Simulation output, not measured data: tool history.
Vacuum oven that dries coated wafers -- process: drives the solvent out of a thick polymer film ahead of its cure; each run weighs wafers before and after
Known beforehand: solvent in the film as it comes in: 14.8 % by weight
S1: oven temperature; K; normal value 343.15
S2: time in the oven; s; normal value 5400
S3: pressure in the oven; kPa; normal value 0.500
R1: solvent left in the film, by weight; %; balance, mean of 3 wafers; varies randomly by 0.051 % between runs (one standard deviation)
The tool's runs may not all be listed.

run 1 hour=0.0 | S1=343.15 S2=5400 S3=0.500 | R1=1.11
run 2 hour=13.1 | S1=343.15 S2=5400 S3=0.500 | R1=1.13
run 3 hour=27.4 | S1=343.15 S2=5400 S3=0.500 | R1=1.07
run 4 hour=45.7 | S1=343.15 S2=3360 S3=0.500 | R1=2.02
run 5 hour=57.3 | S1=343.15 S2=3360 S3=0.500 | R1=2.12
run 6 hour=69.5 | S1=343.15 S2=3360 S3=0.500 | R1=2.07
run 7 hour=77.2 | S1=343.15 S2=8280 S3=0.500 | R1=0.71
run 8 hour=89.9 | S1=343.15 S2=8280 S3=0.500 | R1=0.77
run 9 hour=108.4 | S1=329.15 S2=2940 S3=1.090 | R1=7.89
run 10 hour=126.8 | S1=329.15 S2=9420 S3=1.212 | R1=4.25
run 11 hour=137.1 | S1=351.15 S2=6960 S3=0.967 | R1=0.94
-- hour=140.8 oven's thermocouples calibrated
run 12 hour=152.5 | S1=348.15 S2=7200 S3=0.434 | R1=0.47
run 13 hour=162.5 | S1=330.15 S2=5880 S3=1.327 | R1=5.49
run 14 hour=176.8 | S1=330.15 S2=5880 S3=1.327 | R1=5.62
run 15 hour=193.6 | S1=330.15 S2=5880 S3=1.327 | R1=5.47
run 16 hour=211.3 | S1=343.15 S2=5400 S3=0.965 | R1=1.66

Forecast each of these 5 alternatives for the next run:
-- hour=220.2 oven's thermocouples calibrated, once more
run A hour=226.8 | S1=343.15 S2=6720 S3=0.384 | R1=?
-- hour=220.2 oven's thermocouples calibrated, once more
run B hour=226.8 | S1=330.15 S2=4500 S3=0.401 | R1=?
-- hour=220.2 oven's thermocouples calibrated, once more
run C hour=226.8 | S1=355.15 S2=9600 S3=0.296 | R1=?
-- hour=220.2 oven's thermocouples calibrated, once more
run D hour=226.8 | S1=343.15 S2=5880 S3=0.965 | R1=?
-- hour=220.2 oven's thermocouples calibrated, once more
run E hour=226.8 | S1=333.15 S2=5640 S3=0.965 | R1=?

run=A R1=0.80
run=B R1=4.84
run=C R1=0.20
run=D R1=1.55
run=E R1=3.84
Without the tool's unlogged condition, the same runs would have read:
run=A R1=0.77
run=B R1=4.88
run=C R1=0.17
run=D R1=1.54
run=E R1=3.87

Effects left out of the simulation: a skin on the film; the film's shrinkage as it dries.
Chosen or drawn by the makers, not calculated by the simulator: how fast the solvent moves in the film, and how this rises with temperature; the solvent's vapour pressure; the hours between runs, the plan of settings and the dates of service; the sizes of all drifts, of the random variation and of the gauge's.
